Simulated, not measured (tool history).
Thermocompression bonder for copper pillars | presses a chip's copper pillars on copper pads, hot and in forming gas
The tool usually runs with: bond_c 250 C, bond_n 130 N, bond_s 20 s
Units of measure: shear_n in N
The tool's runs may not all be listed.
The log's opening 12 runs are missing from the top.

run,hour,bond_c,bond_n,bond_s,shear_n
13,402.6,250,180,20,114
14,431.1,250,92,20,62.5
15,467.5,250,92,20,63.4
# hour 471.7: force cell calibrated
16,501.3,250,130,48,111
17,539,250,130,48,110.4
# hour 550.2: force cell calibrated, once more
18,561.4,250,130,48,114.6
# hour 579.3: heater calibrated with a thermocouple chip
19,598.9,250,130,48,117.8
20,634.3,250,131,36,113.4
21,659.4,238,99,46,86.3
22,690.1,252,130,11,79.4
# hour 705: forming gas filter changed
23,724.5,244,136,20,93.9
24,751.7,258,89,41,94.2
25,770.9,227,98,14,49.4
26,802.4,249,92,59,97.6
27,831.3,249,92,59,98.3
28,853.2,249,92,59,97.3
29,873.7,233,183,31,115.5
30,916.7,229,130,27,83.5
31,960.1,265,130,27,114.1
32,980.3,274,135,54,137.2
33,1001.2,274,135,54,139.9
34,1044.9,274,94,18,83.6
35,1083.4,274,94,18,83.3
36,1106.2,274,94,18,83.3
37,1125.1,274,94,18,83

4 options for the next run, each taken on its own from the tool as it stands now. Forecast them:
A,1164.2,230,162,11,?
B,1164.2,224,98,18,?
C,1164.2,250,163,20,?
D,1164.2,234,130,20,?

run,shear_n
A,74.4
B,49.7
C,109.4
D,77.3
Stripped of hidden state, with their random variation kept, the same runs would have yielded:
run,shear_n
A,81.7
B,55.3
C,117.4
D,84.7
